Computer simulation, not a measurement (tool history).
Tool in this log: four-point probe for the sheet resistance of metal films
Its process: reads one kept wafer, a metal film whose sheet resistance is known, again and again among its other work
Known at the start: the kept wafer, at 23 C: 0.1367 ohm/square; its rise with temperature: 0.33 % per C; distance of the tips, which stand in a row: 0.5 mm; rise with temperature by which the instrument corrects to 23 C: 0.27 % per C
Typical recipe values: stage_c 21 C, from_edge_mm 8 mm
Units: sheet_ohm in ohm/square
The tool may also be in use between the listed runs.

run 1 hour=0.0 | stage_c=21 from_edge_mm=8 | sheet_ohm=0.135642
-- hour=60.2 stage's thermometer calibrated
run 2 hour=60.2 | stage_c=21 from_edge_mm=8 | sheet_ohm=0.135738
-- hour=98.2 new probe head fitted
run 3 hour=149.1 | stage_c=20 from_edge_mm=8 | sheet_ohm=0.137187
run 4 hour=219.7 | stage_c=21 from_edge_mm=5 | sheet_ohm=0.137567
run 5 hour=285.1 | stage_c=21 from_edge_mm=5 | sheet_ohm=0.137601
run 6 hour=327.4 | stage_c=21 from_edge_mm=8 | sheet_ohm=0.137010
run 7 hour=409.7 | stage_c=21 from_edge_mm=8 | sheet_ohm=0.136961
run 8 hour=453.2 | stage_c=21 from_edge_mm=8 | sheet_ohm=0.136935
run 9 hour=523.0 | stage_c=21 from_edge_mm=8 | sheet_ohm=0.136830
run 10 hour=587.2 | stage_c=21 from_edge_mm=24 | sheet_ohm=0.136450
run 11 hour=629.8 | stage_c=21 from_edge_mm=71 | sheet_ohm=0.136408
run 12 hour=716.5 | stage_c=21 from_edge_mm=71 | sheet_ohm=0.136299
run 13 hour=763.7 | stage_c=21 from_edge_mm=8 | sheet_ohm=0.136566
run 14 hour=844.4 | stage_c=26 from_edge_mm=60 | sheet_ohm=0.136654

Forecast run 15:
run 15 hour=895.1 | stage_c=20 from_edge_mm=74 | sheet_ohm=?

sheet_ohm: 0.135995 ohm/square
Had the tool carried no hidden state, the very same run would have given sheet_ohm 0.136424 ohm/square.
